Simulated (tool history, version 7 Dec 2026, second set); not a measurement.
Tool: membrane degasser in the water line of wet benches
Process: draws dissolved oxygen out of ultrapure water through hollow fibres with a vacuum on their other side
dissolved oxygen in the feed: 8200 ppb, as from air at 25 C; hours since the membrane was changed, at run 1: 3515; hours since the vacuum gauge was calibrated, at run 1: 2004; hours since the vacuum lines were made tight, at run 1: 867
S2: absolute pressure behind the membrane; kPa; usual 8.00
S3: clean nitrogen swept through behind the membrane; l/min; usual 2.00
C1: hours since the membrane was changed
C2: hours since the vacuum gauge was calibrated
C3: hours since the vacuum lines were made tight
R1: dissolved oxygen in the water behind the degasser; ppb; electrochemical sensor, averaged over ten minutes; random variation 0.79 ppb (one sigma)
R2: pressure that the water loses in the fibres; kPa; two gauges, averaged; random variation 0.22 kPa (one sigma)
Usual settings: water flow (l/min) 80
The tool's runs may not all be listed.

Run 1, hour 0.0: usual settings; C1 3515; C2 2004; C3 867. Result: R1 383.7 ppb, R2 62.37 kPa.
Run 2, hour 209.2: usual settings; C1 3724; C2 2213; C3 1077. Result: R1 383.8 ppb, R2 62.41 kPa.
Run 3, hour 366.2: usual settings; C1 3881; C2 2370; C3 1234. Result: R1 384.4 ppb, R2 62.15 kPa.
Run 4, hour 510.7: usual settings; C1 4025; C2 2514; C3 1378. Result: R1 386.2 ppb, R2 62.12 kPa.
Run 5, hour 667.5: usual settings; C1 4182; C2 2671; C3 1535. Result: R1 385.4 ppb, R2 62.22 kPa.
Run 6, hour 820.6: usual settings but water flow (l/min) 59; C1 4335; C2 2824; C3 1688. Result: R1 299.4 ppb, R2 45.77 kPa.
Run 7, hour 1033.2: usual settings but water flow (l/min) 59, S2 16.40 kPa; C1 4548; C2 3037; C3 1901. Result: R1 767.3 ppb, R2 45.89 kPa.
Run 8, hour 1331.9: usual settings but S2 7.46 kPa; C1 4847; C2 3336; C3 2199. Result: R1 346.1 ppb, R2 62.69 kPa.
Run 9, hour 1570.5: usual settings but S2 7.46 kPa; C1 5085; C2 3574; C3 2438. Result: R1 348.3 ppb, R2 62.19 kPa.
Run 10, hour 1857.2: usual settings; C1 5372; C2 3861; C3 2725. Result: R1 387.3 ppb, R2 63.11 kPa.
Run 11, hour 2132.8: usual settings; C1 5648; C2 4137; C3 3000. Result: R1 388.2 ppb, R2 62.83 kPa.
Run 12, hour 2299.0: usual settings but water flow (l/min) 97; C1 5814; C2 4303; C3 3166. Result: R1 461.5 ppb, R2 76.50 kPa.
Run 13, hour 2514.9: usual settings but water flow (l/min) 67, S2 7.27 kPa, S3 3.28 l/min; C1 6030; C2 4519; C3 3382. Result: R1 190.4 ppb, R2 52.92 kPa.
Run 14, hour 2739.1: usual settings but water flow (l/min) 53, S2 8.87 kPa, S3 1.96 l/min; C1 6254; C2 4743; C3 3606. Result: R1 328.6 ppb, R2 41.41 kPa.
Run 15, hour 2873.3: usual settings but water flow (l/min) 113, S3 2.04 l/min; C1 6388; C2 4877; C3 3741. Result: R1 529.2 ppb, R2 89.23 kPa.
Run 16, hour 3115.7: usual settings but water flow (l/min) 107, S2 10.56 kPa, S3 2.28 l/min; C1 6631; C2 5119; C3 3983. Result: R1 673.7 ppb, R2 84.28 kPa.
Run 17, hour 3372.0: usual settings but S2 14.54 kPa; C1 6887; C2 5376; C3 4239. Result: R1 853.5 ppb, R2 63.41 kPa.
At hour 3505.4: vacuum gauge calibrated.
Run 18, hour 3551.2: usual settings but S2 14.54 kPa; C1 7065; C2 46; C3 4418. Result: R1 841.0 ppb, R2 63.37 kPa.
Run 19, hour 3778.3: usual settings but water flow (l/min) 106, S2 10.38 kPa, S3 1.47 l/min; C1 7293; C2 273; C3 4645. Result: R1 859.8 ppb, R2 83.74 kPa.

Forecast each of these 3 alternatives for the next run:
Run A, hour 3999.6: usual settings but water flow (l/min) 122; C1 7514; C2 494; C3 4866. Result: R1 ?, R2 ?.
Run B, hour 3999.6: usual settings but water flow (l/min) 106, S2 11.19 kPa, S3 0.81 l/min; C1 7514; C2 494; C3 4866. Result: R1 ?, R2 ?.
Run C, hour 3999.6: usual settings but water flow (l/min) 58, S2 10.38 kPa, S3 1.49 l/min; C1 7514; C2 494; C3 4866. Result: R1 ?, R2 ?.

run      R1     R2
  A   564.0  96.59
  B  1326.7  84.22
  C   536.4  46.34
Without the tool's hidden state the same runs would have given:
run      R1     R2
  A   551.1  92.53
  B  1320.6  80.68
  C   534.3  44.40
